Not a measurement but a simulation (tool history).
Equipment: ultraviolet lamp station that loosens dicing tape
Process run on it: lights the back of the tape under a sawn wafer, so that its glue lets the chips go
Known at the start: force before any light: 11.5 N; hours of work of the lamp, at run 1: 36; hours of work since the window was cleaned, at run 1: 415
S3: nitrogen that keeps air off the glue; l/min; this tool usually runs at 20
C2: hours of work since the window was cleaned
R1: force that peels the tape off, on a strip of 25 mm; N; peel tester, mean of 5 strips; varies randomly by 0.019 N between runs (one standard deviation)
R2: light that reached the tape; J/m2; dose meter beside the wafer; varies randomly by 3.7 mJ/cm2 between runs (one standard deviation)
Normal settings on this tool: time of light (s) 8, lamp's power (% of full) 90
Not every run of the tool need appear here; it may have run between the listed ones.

Run 1, hour 0: usual settings; hours of work of the lamp 36; C2 415. Result: R1 0.91 N, R2 6090 J/m2.
Run 2, hour 27.3: usual settings but lamp's power (% of full) 80; hours of work of the lamp 56; C2 435. Result: R1 1.251 N, R2 5480 J/m2.
Run 3, hour 50.9: usual settings but lamp's power (% of full) 80; hours of work of the lamp 73; C2 452. Result: R1 1.217 N, R2 5490 J/m2.
Run 4, hour 75.7: usual settings but lamp's power (% of full) 80; hours of work of the lamp 91; C2 470. Result: R1 1.227 N, R2 5430 J/m2.
Run 5, hour 103.2: usual settings but S3 30 l/min; hours of work of the lamp 111; C2 490. Result: R1 0.677 N, R2 6120 J/m2.
Run 6, hour 118.9: usual settings but S3 30 l/min; hours of work of the lamp 122; C2 501. Result: R1 0.694 N, R2 6130 J/m2.
Run 7, hour 137.1: usual settings but S3 30 l/min; hours of work of the lamp 135; C2 514. Result: R1 0.667 N, R2 6070 J/m2.
Run 8, hour 155.6: usual settings but time of light (s) 9; hours of work of the lamp 149; C2 528. Result: R1 0.667 N, R2 6920 J/m2.
At hour 183.8: window cleaned of glue's vapour.
Run 9, hour 187.9: usual settings but time of light (s) 11, lamp's power (% of full) 64, S3 6 l/min; hours of work of the lamp 172; C2 3. Result: R1 2.321 N, R2 6000 J/m2.
Run 10, hour 206.9: usual settings but time of light (s) 11, lamp's power (% of full) 64, S3 6 l/min; hours of work of the lamp 185; C2 17. Result: R1 2.346 N, R2 5910 J/m2.
Run 11, hour 234.2: usual settings but time of light (s) 11, lamp's power (% of full) 76, S3 6 l/min; hours of work of the lamp 205; C2 36. Result: R1 1.774 N, R2 7090 J/m2.
Run 12, hour 250.7: usual settings but time of light (s) 4, lamp's power (% of full) 87, S3 17 l/min; hours of work of the lamp 217; C2 48. Result: R1 3.473 N, R2 2930 J/m2.
Run 13, hour 279: usual settings but lamp's power (% of full) 71, S3 28 l/min; hours of work of the lamp 237; C2 69. Result: R1 1.252 N, R2 4810 J/m2.

Below are 5 alternative next runs, each starting from the tool's condition after run 13. Predict each:
Run A, hour 295.1: usual settings but lamp's power (% of full) 75; hours of work of the lamp 249; C2 80. Result: R1 ?, R2 ?.
Run B, hour 295.1: usual settings but lamp's power (% of full) 71, S3 19 l/min; hours of work of the lamp 249; C2 80. Result: R1 ?, R2 ?.
Run C, hour 295.1: usual settings but time of light (s) 6, lamp's power (% of full) 66; hours of work of the lamp 249; C2 80. Result: R1 ?, R2 ?.
Run D, hour 295.1: usual settings but time of light (s) 10, lamp's power (% of full) 85, S3 28 l/min; hours of work of the lamp 249; C2 80. Result: R1 ?, R2 ?.
Run E, hour 295.1: usual settings but time of light (s) 6, lamp's power (% of full) 71, S3 28 l/min; hours of work of the lamp 249; C2 80. Result: R1 ?, R2 ?.

run     R1    R2
  A  1.381  5070
  B  1.642  4840
  C  2.861  3370
  D  0.473  7130
  E  2.095  3620
With the hidden condition removed and each run's random variation left untouched, the same runs would have given:
run     R1    R2
  A  1.377  5140
  B  1.637  4890
  C  2.856  3410
  D  0.471  7210
  E   2.09  3660
